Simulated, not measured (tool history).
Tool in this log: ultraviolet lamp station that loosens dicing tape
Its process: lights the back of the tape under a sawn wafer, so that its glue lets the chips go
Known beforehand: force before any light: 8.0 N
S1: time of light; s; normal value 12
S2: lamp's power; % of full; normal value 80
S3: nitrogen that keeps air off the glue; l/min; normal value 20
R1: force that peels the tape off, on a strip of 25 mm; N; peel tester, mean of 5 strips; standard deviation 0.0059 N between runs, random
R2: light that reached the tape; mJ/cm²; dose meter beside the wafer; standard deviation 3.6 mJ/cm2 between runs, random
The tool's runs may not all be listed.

run	hour	S1	S2	S3	R1	R2
1	0.0	12	80	20	0.206	523
2	15.4	12	80	20	0.199	522
3	31.0	12	80	20	0.212	520
4	44.2	12	80	20	0.212	523
5	63.2	12	80	20	0.221	523
6	74.5	7	80	20	0.737	302
7	93.2	7	80	20	0.759	298
8	101.6	7	80	20	0.740	300
9	114.4	7	80	20	0.778	296
10	125.8	12	80	20	0.223	509
11	139.7	12	80	20	0.220	514
12	156.9	13	78	16	0.234	536
13	173.8	19	80	20	0.114	797
14	190.2	19	80	20	0.118	789
15	199.7	19	91	20	0.109	894
16	214.9	7	88	20	0.655	319
17	233.4	7	88	20	0.701	319
18	249.0	12	80	28	0.184	497
19	263.0	12	80	28	0.178	492
20	271.2	7	83	10	1.327	300

Below are 4 alternative next runs, each starting from the tool's condition after run 20. Predict each:
A	288.7	6	83	10	?	?
B	288.7	6	95	24	?	?
C	288.7	20	65	18	?	?
D	288.7	15	79	38	?	?

run	R1	R2
A	1.702	254
B	0.693	291
C	0.140	664
D	0.128	608
Stripped of hidden state, with their random variation kept, the same runs would have yielded:
run	R1	R2
A	1.248	306
B	0.448	350
C	0.114	802
D	0.116	734

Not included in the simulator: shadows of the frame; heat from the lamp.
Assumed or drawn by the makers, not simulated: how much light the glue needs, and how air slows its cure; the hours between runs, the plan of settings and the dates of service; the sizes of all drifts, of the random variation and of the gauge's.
